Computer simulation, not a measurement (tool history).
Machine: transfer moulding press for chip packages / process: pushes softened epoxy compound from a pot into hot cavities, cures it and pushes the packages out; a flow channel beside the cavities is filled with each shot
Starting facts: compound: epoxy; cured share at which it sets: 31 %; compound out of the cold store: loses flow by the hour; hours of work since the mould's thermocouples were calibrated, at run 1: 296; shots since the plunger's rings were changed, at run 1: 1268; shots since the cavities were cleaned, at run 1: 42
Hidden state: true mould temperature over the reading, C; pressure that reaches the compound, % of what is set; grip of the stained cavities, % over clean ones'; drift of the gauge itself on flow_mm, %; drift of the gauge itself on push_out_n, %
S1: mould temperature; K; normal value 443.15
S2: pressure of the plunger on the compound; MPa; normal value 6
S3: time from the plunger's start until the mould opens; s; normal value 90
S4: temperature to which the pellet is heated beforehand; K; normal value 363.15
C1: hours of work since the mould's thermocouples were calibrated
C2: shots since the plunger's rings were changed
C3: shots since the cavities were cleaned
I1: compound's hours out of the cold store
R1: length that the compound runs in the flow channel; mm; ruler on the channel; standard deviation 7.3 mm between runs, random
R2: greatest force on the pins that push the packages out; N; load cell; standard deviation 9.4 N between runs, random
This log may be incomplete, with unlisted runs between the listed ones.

Run 1, hour 0: usual settings; C1 296; C2 1268; C3 42; I1 8.4. Result: R1 940 mm, R2 515 N.
Run 2, hour 12: usual settings; C1 301; C2 1357; C3 131; I1 32.3. Result: R1 829 mm, R2 573 N.
Run 3, hour 27.9: usual settings; C1 307; C2 1475; C3 249; I1 40. Result: R1 819 mm, R2 654 N.
Run 4, hour 44.2: usual settings; C1 314; C2 1596; C3 370; I1 29.7. Result: R1 840 mm, R2 715 N.
Run 5, hour 52.2: usual settings but S3 75 s; C1 317; C2 1656; C3 430; I1 45.1. Result: R1 776 mm, R2 978 N.
Run 6, hour 61.7: usual settings; C1 321; C2 1726; C3 500; I1 9.7. Result: R1 922 mm, R2 790 N.
At hour 71.4: cavities cleaned with cleaning compound and waxed.
Run 7, hour 75.3: usual settings but S3 78 s; C1 326; C2 1816; C3 29; I1 32.2. Result: R1 847 mm, R2 607 N.
Run 8, hour 84.4: usual settings but S3 78 s; C1 330; C2 1884; C3 97; I1 47.4. Result: R1 778 mm, R2 647 N.
Run 9, hour 100.9: usual settings; C1 336; C2 2007; C3 220; I1 13.5. Result: R1 903 mm, R2 651 N.
At hour 104: mould's thermocouples calibrated.
Run 10, hour 117.5: usual settings but S2 6.64 MPa; C1 5; C2 2115; C3 328; I1 27.9. Result: R1 886 mm, R2 707 N.
Run 11, hour 133.6: usual settings but S2 6.64 MPa; C1 12; C2 2235; C3 448; I1 24.9. Result: R1 884 mm, R2 782 N.
At hour 150.3: mould's thermocouples calibrated, once more.
At hour 151.8: cavities cleaned with cleaning compound and waxed.
Run 12, hour 155.4: usual settings; C1 1; C2 2371; C3 27; I1 32.6. Result: R1 812 mm, R2 457 N.
Run 13, hour 164.3: usual settings but S2 5.98 MPa; C1 5; C2 2437; C3 93; I1 23.8. Result: R1 837 mm, R2 560 N.
Run 14, hour 177.1: usual settings but S2 5.87 MPa, S4 359.15 K; C1 10; C2 2532; C3 188; I1 33.7. Result: R1 804 mm, R2 661 N.
Run 15, hour 194.5: usual settings but S1 448.15 K, S2 6.16 MPa, S3 124 s; C1 17; C2 2661; C3 317; I1 33.6. Result: R1 798 mm, R2 566 N.
Run 16, hour 206.1: usual settings but S1 435.15 K; C1 22; C2 2748; C3 404; I1 47.4. Result: R1 778 mm, R2 1171 N.
Run 17, hour 217.4: usual settings but S1 442.15 K, S3 120 s; C1 27; C2 2831; C3 487; I1 42.5. Result: R1 785 mm, R2 668 N.
At hour 228.6: cavities cleaned with cleaning compound and waxed.
Run 18, hour 234.1: usual settings but S1 451.15 K; C1 33; C2 2944; C3 41; I1 31.9. Result: R1 783 mm, R2 412 N.
Run 19, hour 247.2: usual settings but S1 451.15 K; C1 38; C2 3042; C3 139; I1 14. Result: R1 855 mm, R2 479 N.
Run 20, hour 255.9: usual settings but S1 451.15 K, S2 4.55 MPa, S3 107 s; C1 41; C2 3107; C3 204; I1 30.6. Result: R1 687 mm, R2 519 N.
Run 21, hour 263.6: usual settings but S1 451.15 K, S2 4.55 MPa, S3 107 s; C1 45; C2 3164; C3 261; I1 30.6. Result: R1 681 mm, R2 547 N.
Run 22, hour 274.4: usual settings but S3 106 s; C1 49; C2 3244; C3 341; I1 18.8. Result: R1 870 mm, R2 628 N.
Run 23, hour 289.9: usual settings but S3 106 s; C1 55; C2 3360; C3 457; I1 12.8. Result: R1 882 mm, R2 666 N.
At hour 304.8: cavities cleaned with cleaning compound and waxed.
Run 24, hour 308.9: usual settings but S2 7 MPa, S3 106 s, S4 362.15 K; C1 62; C2 3489; C3 30; I1 23.1. Result: R1 902 mm, R2 405 N.
Run 25, hour 323: usual settings but S2 7.07 MPa; C1 68; C2 3594; C3 135; I1 24.5. Result: R1 899 mm, R2 569 N.

5 options for the next run, each taken on its own from the tool as it stands now. Forecast them:
Run A, hour 337: usual settings but S2 7.07 MPa, S4 353.15 K; C1 74; C2 3698; C3 239; I1 13. Result: R1 ?, R2 ?.
Run B, hour 337: usual settings but S3 128 s; C1 74; C2 3698; C3 239; I1 47.4. Result: R1 ?, R2 ?.
Run C, hour 337: usual settings but S2 7.07 MPa, S3 79 s; C1 74; C2 3698; C3 239; I1 11.6. Result: R1 ?, R2 ?.
Run D, hour 337: usual settings but S1 440.15 K, S2 7.07 MPa; C1 74; C2 3698; C3 239; I1 26.7. Result: R1 ?, R2 ?.
Run E, hour 337: usual settings but S1 437.15 K, S2 5.64 MPa, S4 364.15 K; C1 74; C2 3698; C3 239; I1 33.6. Result: R1 ?, R2 ?.

run   R1   R2
  A  962  674
  B  739  548
  C  966  917
  D  902  788
  E  793  947
With no hidden state in the tool, these same runs would have given:
run    R1   R2
  A  1028  443
  B   789  353
  C  1032  610
  D   964  517
  E   847  627
